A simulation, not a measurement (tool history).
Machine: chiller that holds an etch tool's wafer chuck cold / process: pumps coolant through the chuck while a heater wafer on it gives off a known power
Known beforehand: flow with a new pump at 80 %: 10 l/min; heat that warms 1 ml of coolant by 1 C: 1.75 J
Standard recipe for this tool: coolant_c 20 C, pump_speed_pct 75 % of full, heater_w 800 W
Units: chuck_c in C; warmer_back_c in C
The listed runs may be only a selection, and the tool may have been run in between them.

run 1 hour=0.0 | coolant_c=20 pump_speed_pct=75 heater_w=800 | chuck_c=26.58 warmer_back_c=2.95
run 2 hour=88.0 | coolant_c=20 pump_speed_pct=75 heater_w=869 | chuck_c=27.27 warmer_back_c=3.23
run 3 hour=167.0 | coolant_c=20 pump_speed_pct=75 heater_w=869 | chuck_c=27.27 warmer_back_c=3.24
run 4 hour=247.0 | coolant_c=20 pump_speed_pct=75 heater_w=869 | chuck_c=27.29 warmer_back_c=3.25
run 5 hour=292.5 | coolant_c=20 pump_speed_pct=98 heater_w=800 | chuck_c=25.43 warmer_back_c=2.29
run 6 hour=387.6 | coolant_c=20 pump_speed_pct=98 heater_w=800 | chuck_c=25.52 warmer_back_c=2.30
run 7 hour=483.5 | coolant_c=20 pump_speed_pct=98 heater_w=800 | chuck_c=25.47 warmer_back_c=2.27
run 8 hour=532.5 | coolant_c=20 pump_speed_pct=98 heater_w=800 | chuck_c=25.54 warmer_back_c=2.28
run 9 hour=609.6 | coolant_c=20 pump_speed_pct=98 heater_w=800 | chuck_c=25.48 warmer_back_c=2.30
run 10 hour=677.3 | coolant_c=20 pump_speed_pct=98 heater_w=864 | chuck_c=25.99 warmer_back_c=2.47
run 11 hour=762.1 | coolant_c=28 pump_speed_pct=93 heater_w=864 | chuck_c=34.15 warmer_back_c=2.61
run 12 hour=811.9 | coolant_c=20 pump_speed_pct=87 heater_w=800 | chuck_c=26.02 warmer_back_c=2.61
run 13 hour=914.2 | coolant_c=20 pump_speed_pct=87 heater_w=800 | chuck_c=26.02 warmer_back_c=2.60
-- hour=928.5 coolant pump overhauled
run 14 hour=963.8 | coolant_c=18 pump_speed_pct=75 heater_w=565 | chuck_c=22.75 warmer_back_c=2.12
run 15 hour=1032.8 | coolant_c=22 pump_speed_pct=95 heater_w=843 | chuck_c=27.94 warmer_back_c=2.49
-- hour=1080.9 coolant pump overhauled, once more
run 16 hour=1125.1 | coolant_c=22 pump_speed_pct=95 heater_w=843 | chuck_c=27.95 warmer_back_c=2.48
run 17 hour=1190.0 | coolant_c=14 pump_speed_pct=62 heater_w=438 | chuck_c=18.15 warmer_back_c=1.89
run 18 hour=1267.0 | coolant_c=21 pump_speed_pct=61 heater_w=438 | chuck_c=25.13 warmer_back_c=1.98
run 19 hour=1368.9 | coolant_c=13 pump_speed_pct=90 heater_w=435 | chuck_c=16.16 warmer_back_c=1.30

3 ways to go on from here, each from the tool as it stands after run 19. What would each give?
run A hour=1454.2 | coolant_c=12 pump_speed_pct=63 heater_w=435 | chuck_c=? warmer_back_c=?
run B hour=1454.2 | coolant_c=24 pump_speed_pct=75 heater_w=800 | chuck_c=? warmer_back_c=?
run C hour=1454.2 | coolant_c=11 pump_speed_pct=73 heater_w=847 | chuck_c=? warmer_back_c=?

run=A chuck_c=16.08 warmer_back_c=1.91
run=B chuck_c=30.60 warmer_back_c=2.95
run=C chuck_c=18.18 warmer_back_c=3.21
Had the tool no hidden state, the same runs would have come out as:
run=A chuck_c=16.01 warmer_back_c=1.89
run=B chuck_c=30.40 warmer_back_c=2.93
run=C chuck_c=17.95 warmer_back_c=3.19

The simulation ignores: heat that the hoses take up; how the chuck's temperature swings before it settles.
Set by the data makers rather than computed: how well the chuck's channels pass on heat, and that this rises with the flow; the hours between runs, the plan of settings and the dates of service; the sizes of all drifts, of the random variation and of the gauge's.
